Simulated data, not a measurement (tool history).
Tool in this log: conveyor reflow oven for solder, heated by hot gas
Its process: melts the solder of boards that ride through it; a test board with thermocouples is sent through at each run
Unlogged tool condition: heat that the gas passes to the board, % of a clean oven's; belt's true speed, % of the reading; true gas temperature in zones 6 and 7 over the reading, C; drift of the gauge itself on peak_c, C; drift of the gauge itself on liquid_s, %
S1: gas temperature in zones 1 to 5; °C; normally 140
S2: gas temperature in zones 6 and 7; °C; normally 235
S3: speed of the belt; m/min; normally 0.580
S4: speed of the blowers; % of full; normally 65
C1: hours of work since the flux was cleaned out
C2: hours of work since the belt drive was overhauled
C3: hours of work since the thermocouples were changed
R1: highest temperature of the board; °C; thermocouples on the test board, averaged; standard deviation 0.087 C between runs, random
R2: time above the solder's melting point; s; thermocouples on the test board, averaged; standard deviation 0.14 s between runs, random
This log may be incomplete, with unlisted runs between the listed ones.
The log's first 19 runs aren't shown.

run   hour   S1   S2     S3  S4  C1   C2   C3      R1    R2
     179.1  -- flux residue cleaned out of gas plates and filters
 20  186.8  140  226  0.605  81   5  329   49  214.95  52.5
 21  198.7  140  226  0.605  81  14  337   58  214.90  52.7
 22  208.8  140  235  0.580  74  21  344   65  223.10  60.2
 23  215.2  140  247  0.482  74  26  349   70  238.82  81.6
 24  229.6  140  247  0.482  74  36  359   80  238.83  81.6
 25  238.3  150  247  0.580  88  43  366   86  237.24  69.9
 26  250.7  140  235  0.580  74  51  375   95  223.12  60.2
 27  265.0  145  247  0.580  74  62  385  106  234.61  67.4
 28  274.6  129  224  0.692  84  69  392  112  208.01  37.0
 29  285.0  151  232  0.536  53  76  399  120  220.69  68.0
 30  297.1  140  235  0.472  61  85  408  129  226.19  76.7

Predict each of these 5 candidate next runs independently; none follows another, all start after run 30:
  A  311.6  152  235  0.472  61  95  418  139   ?   ?
  B  311.6  134  224  0.472  58  95  418  139   ?   ?
  C  311.6  140  246  0.553  50  95  418  139   ?   ?
  D  311.6  140  235  0.472  86  95  418  139   ?   ?
  E  311.6  140  231  0.544  51  95  418  139   ?   ?

run      R1    R2
  A  227.53  82.3
  B  214.91  66.1
  C  230.23  66.9
  D  228.82  78.7
  E  217.33  59.8
Without the tool's unlogged condition, the same runs would have read:
run      R1    R2
  A  227.52  81.6
  B  214.91  65.6
  C  230.26  66.3
  D  228.86  78.0
  E  217.34  59.3
